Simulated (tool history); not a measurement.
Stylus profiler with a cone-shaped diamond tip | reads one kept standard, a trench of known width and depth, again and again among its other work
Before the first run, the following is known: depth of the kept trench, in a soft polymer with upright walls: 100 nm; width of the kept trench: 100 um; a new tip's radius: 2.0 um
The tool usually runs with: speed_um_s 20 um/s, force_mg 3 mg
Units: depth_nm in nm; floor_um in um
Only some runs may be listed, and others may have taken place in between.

run	hour	speed_um_s	force_mg	depth_nm	floor_um
1	0	20	3	100.91	98.59
2	91.8	20	3	100.85	98.61
3	177.6	20	1.68	100.69	98.61
4	248.8	20	1.68	100.67	98.57
5	307.1	20	1.68	100.66	98.55
6	357.7	20	1.68	100.74	98.59
7	456	20	1.68	100.74	98.6
8	515.8	14	3	101.01	98.54
9	614.8	20	3.78	101.13	98.54
10	719	20	3.78	101.1	98.54
11	767	20	3	101.04	98.54
12	854.1	20	3	101.07	98.53
13	912.7	54	3	101.08	98.37
14	986.9	54	3	101.12	98.37
15	1043.7	54	3	101.11	98.42
16	1152.8	20	3	101.14	98.5
17	1212.2	20	3	101.13	98.49
18	1285.5	20	3	101.18	98.54
19	1386.7	20	4.45	101.37	98.5
20	1447.8	65	3	101.17	98.4
21	1548.1	20	1.02	100.85	98.43
22	1655	20	1.02	100.95	98.44
23	1757.9	20	3	101.3	98.44
24	1824.6	37	4.53	101.48	98.38
25	1885.1	37	4.53	101.47	98.36
26	1955.9	10	7.9	101.9	98.46
27	2024.3	27	7.27	101.89	98.4
28	2088.3	23	5.31	101.66	98.36
29	2145.2	48	2.21	101.23	98.29
# hour 2155: height scale calibrated on a step standard
30	2251.9	48	2.21	101.46	98.3
31	2345.7	36	3.29	101.59	98.35
32	2406.7	15	2.27	101.44	98.34
33	2511.9	15	2.27	101.52	98.32
# hour 2606.7: height scale calibrated on a step standard, once more
34	2617.7	27	7.45	101.21	98.31
35	2695	19	6.62	101.17	98.33
36	2769.3	19	6.62	101.23	98.3
37	2858.7	11	2.54	100.68	98.35
38	2918.8	11	2.54	100.68	98.31
39	2964.1	11	2.54	100.72	98.29
40	3021.2	20	4.88	101.1	98.24
41	3122	6	7.13	101.34	98.34
42	3220	9	1.57	100.59	98.3
43	3264.6	9	1.57	100.64	98.29
44	3330.7	9	1.57	100.6	98.28
45	3400.1	21	1.08	100.55	98.25
46	3497.1	8	2.7	100.85	98.27

Below, each run's measurement less what the same run would have read without the hidden state. Both values contain the same run-to-run variation, but the gauge's scatter may not be the same in both:
Hidden state present: radius of the tip, um; height scale over the true one, %; drift of the gauge itself on depth_nm, %; drift of the gauge itself on floor_um, %.
run	depth_nm	floor_um
1	+0.2	-0.08
2	+0.22	-0.08
3	+0.24	-0.09
4	+0.25	-0.1
5	+0.26	-0.11
6	+0.28	-0.12
7	+0.3	-0.13
8	+0.31	-0.13
9	+0.34	-0.15
10	+0.36	-0.16
11	+0.37	-0.17
12	+0.38	-0.18
13	+0.4	-0.19
14	+0.42	-0.19
15	+0.43	-0.2
16	+0.45	-0.21
17	+0.47	-0.22
18	+0.49	-0.23
19	+0.51	-0.25
20	+0.51	-0.25
21	+0.54	-0.26
22	+0.56	-0.27
23	+0.59	-0.29
24	+0.61	-0.29
25	+0.62	-0.3
26	+0.64	-0.31
27	+0.65	-0.31
28	+0.66	-0.32
29	+0.67	-0.33
30	+0.87	-0.34
31	+0.89	-0.35
32	+0.9	-0.36
33	+0.92	-0.37
34	+0.01	-0.38
35	+0.03	-0.39
36	+0.05	-0.39
37	+0.06	-0.41
38	+0.08	-0.42
39	+0.09	-0.42
40	+0.1	-0.42
41	+0.12	-0.44
42	+0.14	-0.44
43	+0.15	-0.44
44	+0.17	-0.45
45	+0.19	-0.46
46	+0.21	-0.48
